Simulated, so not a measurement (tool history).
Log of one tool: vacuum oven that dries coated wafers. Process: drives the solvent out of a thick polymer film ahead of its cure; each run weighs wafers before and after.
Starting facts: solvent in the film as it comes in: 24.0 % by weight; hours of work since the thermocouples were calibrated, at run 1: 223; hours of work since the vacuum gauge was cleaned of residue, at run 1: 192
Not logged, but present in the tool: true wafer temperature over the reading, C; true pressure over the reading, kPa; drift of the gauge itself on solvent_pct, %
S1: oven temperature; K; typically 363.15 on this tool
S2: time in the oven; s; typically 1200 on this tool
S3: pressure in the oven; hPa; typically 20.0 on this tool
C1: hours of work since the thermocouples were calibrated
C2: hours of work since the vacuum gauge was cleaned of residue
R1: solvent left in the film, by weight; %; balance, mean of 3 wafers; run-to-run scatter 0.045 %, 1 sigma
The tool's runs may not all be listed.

run 1 hour=0.0 | S1=363.15 S2=1200 S3=20.0 | C1=223 C2=192 | R1=2.49
run 2 hour=16.7 | S1=363.15 S2=1260 S3=20.0 | C1=232 C2=201 | R1=2.38
run 3 hour=43.0 | S1=363.15 S2=1260 S3=54.1 | C1=247 C2=216 | R1=3.35
run 4 hour=61.2 | S1=363.15 S2=1200 S3=58.8 | C1=256 C2=226 | R1=3.72
run 5 hour=81.1 | S1=367.15 S2=1200 S3=20.0 | C1=267 C2=236 | R1=1.45
run 6 hour=100.2 | S1=362.15 S2=1200 S3=20.0 | C1=278 C2=247 | R1=3.02
run 7 hour=126.3 | S1=362.15 S2=1200 S3=20.0 | C1=292 C2=261 | R1=2.97
run 8 hour=137.8 | S1=362.15 S2=1200 S3=20.0 | C1=298 C2=267 | R1=2.85
run 9 hour=151.1 | S1=362.15 S2=1200 S3=20.0 | C1=305 C2=275 | R1=2.89
run 10 hour=163.9 | S1=362.15 S2=1200 S3=20.0 | C1=312 C2=281 | R1=3.03
run 11 hour=188.6 | S1=374.15 S2=1200 S3=20.0 | C1=326 C2=295 | R1=0.62
run 12 hour=203.6 | S1=352.15 S2=720 S3=75.7 | C1=334 C2=303 | R1=12.75
run 13 hour=224.0 | S1=365.15 S2=1260 S3=11.8 | C1=345 C2=314 | R1=1.60
run 14 hour=243.7 | S1=373.15 S2=840 S3=52.6 | C1=356 C2=325 | R1=1.96
run 15 hour=266.4 | S1=355.15 S2=1560 S3=20.0 | C1=368 C2=337 | R1=4.63
run 16 hour=278.7 | S1=374.15 S2=1560 S3=64.8 | C1=375 C2=344 | R1=1.45
run 17 hour=301.6 | S1=349.15 S2=1560 S3=45.4 | C1=387 C2=356 | R1=8.84
run 18 hour=322.3 | S1=358.15 S2=1200 S3=10.9 | C1=399 C2=368 | R1=4.48
run 19 hour=347.4 | S1=376.15 S2=840 S3=29.8 | C1=412 C2=381 | R1=1.02
run 20 hour=372.5 | S1=363.15 S2=1260 S3=20.0 | C1=426 C2=395 | R1=2.47
run 21 hour=389.6 | S1=363.15 S2=1260 S3=20.0 | C1=435 C2=404 | R1=2.52

4 ways to go on from here, each from the tool as it stands after run 21. What would each give?
run A hour=401.8 | S1=361.15 S2=1200 S3=62.6 | C1=442 C2=411 | R1=?
run B hour=401.8 | S1=358.15 S2=1260 S3=18.5 | C1=442 C2=411 | R1=?
run C hour=401.8 | S1=351.15 S2=1440 S3=28.7 | C1=442 C2=411 | R1=?
run D hour=401.8 | S1=348.15 S2=780 S3=74.6 | C1=442 C2=411 | R1=?

run=A R1=4.80
run=B R1=4.58
run=C R1=7.67
run=D R1=14.42
With the hidden condition removed and each run's random variation left untouched, the same runs would have given:
run=A R1=4.45
run=B R1=4.20
run=C R1=7.22
run=D R1=14.05

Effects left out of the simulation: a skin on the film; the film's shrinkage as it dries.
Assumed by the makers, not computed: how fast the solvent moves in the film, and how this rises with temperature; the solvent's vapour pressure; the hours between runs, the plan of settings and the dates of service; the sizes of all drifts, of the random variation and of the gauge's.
